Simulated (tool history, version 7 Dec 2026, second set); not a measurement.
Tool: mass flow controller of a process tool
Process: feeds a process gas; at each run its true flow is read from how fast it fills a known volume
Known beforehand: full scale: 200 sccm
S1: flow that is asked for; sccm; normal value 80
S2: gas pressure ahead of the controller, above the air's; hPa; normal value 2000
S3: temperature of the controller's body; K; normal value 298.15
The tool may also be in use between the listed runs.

run 1 day=0.000 | S1=80 S2=2000 S3=298.15 | true_flow_(%)=98.90
run 2 day=19.846 | S1=80 S2=2260 S3=298.15 | true_flow_(%)=99.09
run 3 day=31.088 | S1=80 S2=2000 S3=298.15 | true_flow_(%)=98.91
run 4 day=46.850 | S1=80 S2=2000 S3=298.15 | true_flow_(%)=98.80
-- day=64.367 controller's zero set anew
run 5 day=69.912 | S1=80 S2=2000 S3=298.15 | true_flow_(%)=102.34
run 6 day=88.383 | S1=80 S2=2000 S3=298.15 | true_flow_(%)=102.48
run 7 day=98.196 | S1=43 S2=2000 S3=298.15 | true_flow_(%)=101.91
-- day=118.188 controller exchanged for a calibrated one
run 8 day=120.596 | S1=43 S2=2000 S3=298.15 | true_flow_(%)=99.20
run 9 day=134.483 | S1=80 S2=2000 S3=311.15 | true_flow_(%)=97.78
run 10 day=152.908 | S1=80 S2=2000 S3=311.15 | true_flow_(%)=97.88
run 11 day=163.733 | S1=80 S2=2000 S3=311.15 | true_flow_(%)=97.91
run 12 day=175.292 | S1=80 S2=2000 S3=311.15 | true_flow_(%)=97.86
run 13 day=189.792 | S1=80 S2=2000 S3=311.15 | true_flow_(%)=97.78
run 14 day=204.833 | S1=80 S2=2000 S3=311.15 | true_flow_(%)=97.76
run 15 day=224.196 | S1=80 S2=2000 S3=311.15 | true_flow_(%)=97.84
run 16 day=242.092 | S1=80 S2=2000 S3=311.15 | true_flow_(%)=97.75
run 17 day=261.288 | S1=80 S2=2000 S3=311.15 | true_flow_(%)=97.68
run 18 day=275.992 | S1=80 S2=2000 S3=311.15 | true_flow_(%)=97.62
run 19 day=297.979 | S1=80 S2=2000 S3=311.15 | true_flow_(%)=97.70
run 20 day=308.688 | S1=39 S2=2000 S3=311.15 | true_flow_(%)=96.47
run 21 day=325.858 | S1=39 S2=2000 S3=311.15 | true_flow_(%)=96.47
run 22 day=337.242 | S1=62 S2=2000 S3=311.15 | true_flow_(%)=97.31
run 23 day=350.279 | S1=62 S2=2240 S3=300.15 | true_flow_(%)=98.67
run 24 day=371.150 | S1=62 S2=2640 S3=300.15 | true_flow_(%)=98.83
run 25 day=387.533 | S1=62 S2=2640 S3=300.15 | true_flow_(%)=98.73
run 26 day=398.908 | S1=62 S2=2420 S3=304.15 | true_flow_(%)=98.14
run 27 day=412.496 | S1=26 S2=2420 S3=303.15 | true_flow_(%)=95.53
run 28 day=427.596 | S1=57 S2=2420 S3=309.15 | true_flow_(%)=97.37
run 29 day=449.521 | S1=57 S2=1780 S3=300.15 | true_flow_(%)=97.85

Run 30 comes next. What will it give?
run 30 day=459.379 | S1=115 S2=1430 S3=295.15 | true_flow_(%)=?

Run 30 came out at true flow (%) 99.70.
The same run, on a tool lacking any hidden state, would have yielded true flow (%) 99.78.
